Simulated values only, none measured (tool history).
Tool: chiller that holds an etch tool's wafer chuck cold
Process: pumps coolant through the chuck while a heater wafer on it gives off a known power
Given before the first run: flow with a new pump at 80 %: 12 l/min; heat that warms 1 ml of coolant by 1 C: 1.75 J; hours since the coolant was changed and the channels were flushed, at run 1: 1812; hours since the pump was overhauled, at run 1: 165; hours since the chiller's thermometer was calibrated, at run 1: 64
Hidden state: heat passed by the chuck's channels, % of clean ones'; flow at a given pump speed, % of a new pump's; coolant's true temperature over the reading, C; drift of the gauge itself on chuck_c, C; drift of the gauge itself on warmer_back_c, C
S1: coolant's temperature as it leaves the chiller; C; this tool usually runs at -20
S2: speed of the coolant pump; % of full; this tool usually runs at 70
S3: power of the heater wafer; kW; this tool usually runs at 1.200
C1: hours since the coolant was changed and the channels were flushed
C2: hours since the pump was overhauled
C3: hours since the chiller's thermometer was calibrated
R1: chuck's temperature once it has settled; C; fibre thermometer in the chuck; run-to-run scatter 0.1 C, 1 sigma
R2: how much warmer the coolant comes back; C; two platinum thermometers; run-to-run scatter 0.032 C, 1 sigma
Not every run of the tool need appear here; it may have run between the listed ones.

run,hour,S1,S2,S3,C1,C2,C3,R1,R2
1,0.0,-20,70,1.200,1812,165,64,-4.4,4.01
2,66.8,-20,70,1.200,1879,232,131,-4.3,4.06
3,128.0,-20,70,1.200,1940,293,192,-4.3,4.05
4,188.3,-20,70,1.200,2000,353,253,-4.1,4.05
5,230.5,-19,70,1.200,2042,395,295,-3.3,4.04
6,263.2,-19,70,1.200,2075,428,328,-3.2,4.05
7,336.9,-20,70,1.200,2149,502,401,-4.1,4.09
8,385.6,-20,70,1.200,2198,551,450,-4.1,4.04
9,458.2,-20,70,1.200,2270,623,523,-4.1,4.04
10,524.3,-20,70,1.200,2336,689,589,-4.0,4.13
11,582.0,-20,70,1.200,2394,747,646,-3.9,4.01
12,639.0,-20,73,1.200,2451,804,703,-4.2,3.85
13,713.7,-20,70,1.200,2526,879,778,-4.1,4.01
14,775.3,-20,70,1.200,2587,940,840,-4.1,4.10
15,847.8,-20,70,1.200,2660,1013,912,-3.8,4.05
16,910.4,-20,70,1.200,2722,1075,975,-3.7,4.09
17,956.5,-20,70,0.670,2768,1121,1021,-10.9,2.28
18,990.5,-13,70,0.954,2802,1155,1055,0.2,3.20
19,1051.9,-11,62,1.442,2864,1217,1116,10.0,5.60
20,1095.0,-20,70,0.786,2907,1260,1159,-9.1,2.64
21,1151.1,-29,70,0.827,2963,1316,1215,-17.7,2.82
22,1188.5,-20,82,1.307,3000,1353,1253,-3.8,3.75
23,1226.4,-20,97,1.502,3038,1391,1291,-3.1,3.53
24,1291.4,-10,69,1.200,3103,1456,1356,6.7,4.18
25,1332.8,-20,70,1.656,3145,1498,1397,2.6,5.67
26,1396.3,-20,93,1.136,3208,1561,1461,-7.0,2.85
27,1452.1,-27,76,1.200,3264,1617,1516,-11.2,3.70
28,1510.9,-17,73,1.200,3323,1676,1575,-0.8,3.84

For run 29, what comes out?
29,1551.4,-24,74,1.006,3363,1716,1616,?,?

R1: -10.5 C
R2: 3.16 C
The same run, on a tool lacking any hidden state, would have yielded R1 -11.9 C, R2 3.07 C.

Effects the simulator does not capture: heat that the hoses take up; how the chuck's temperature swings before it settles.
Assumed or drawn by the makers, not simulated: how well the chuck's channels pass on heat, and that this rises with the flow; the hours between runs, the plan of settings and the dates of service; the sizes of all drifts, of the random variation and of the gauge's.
